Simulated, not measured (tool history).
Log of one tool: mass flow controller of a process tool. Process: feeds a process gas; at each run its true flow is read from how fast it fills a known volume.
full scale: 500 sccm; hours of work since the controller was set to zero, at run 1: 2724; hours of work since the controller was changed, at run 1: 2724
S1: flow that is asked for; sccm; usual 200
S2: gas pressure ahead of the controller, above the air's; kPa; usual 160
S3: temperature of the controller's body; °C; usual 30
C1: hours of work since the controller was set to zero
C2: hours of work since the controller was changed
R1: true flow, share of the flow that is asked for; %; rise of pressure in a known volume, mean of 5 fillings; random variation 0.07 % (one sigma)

run,hour,S1,S2,S3,C1,C2,R1
1,0.0,200,160,30,2724,2724,100.92
2,74.1,200,160,30,2766,2766,101.01
3,182.5,200,160,30,2826,2826,100.99
4,247.8,200,171,30,2862,2862,101.04
5,337.7,200,160,30,2912,2912,101.18
6,448.8,200,146,30,2974,2974,101.13
7,581.3,200,146,30,3048,3048,101.16
8,716.8,200,146,30,3123,3123,101.13
9,871.9,200,146,30,3210,3210,101.08
10,995.8,200,146,30,3279,3279,101.14
11,1106.7,200,146,30,3340,3340,101.38
12,1245.7,200,146,30,3418,3418,101.42
13,1355.9,200,146,30,3479,3479,101.51
14,1445.7,200,146,30,3529,3529,101.38
15,1595.7,200,146,30,3613,3613,101.51
16,1697.5,200,160,30,3669,3669,101.44
17,1823.5,200,210,30,3739,3739,101.61
18,1950.2,200,277,30,3810,3810,101.71
# hour 1964.7: controller's zero set anew
19,2107.6,200,277,30,80,3897,102.31
20,2174.4,200,277,30,117,3934,102.28
21,2239.6,200,160,28,153,3971,102.03
22,2323.1,200,160,28,199,4017,102.08
23,2474.0,185,160,30,284,4101,102.28
# hour 2625.6: controller's zero set anew, once more
24,2625.6,92,160,30,0,4185,99.67
25,2722.2,92,160,30,54,4239,99.88
26,2870.0,92,160,30,136,4321,99.82
27,3016.1,77,160,28,217,4403,99.86
28,3086.4,200,213,27,256,4442,100.19
29,3242.4,73,213,24,343,4529,99.89
30,3390.3,455,255,30,426,4611,100.90
31,3460.5,455,243,30,465,4650,100.87
32,3546.4,455,243,30,512,4698,100.83
33,3696.3,134,189,22,596,4781,99.92
34,3765.3,134,181,22,634,4820,100.11
35,3853.0,451,233,33,683,4868,101.03
36,3943.9,451,233,33,734,4919,100.99
37,4095.9,71,233,31,818,5004,100.92

The next listed run, before its measurement:
38,4236.0,89,150,30,896,5082,?

R1: 100.62 %
Without the tool's hidden state the same run would have given R1 98.97 %.
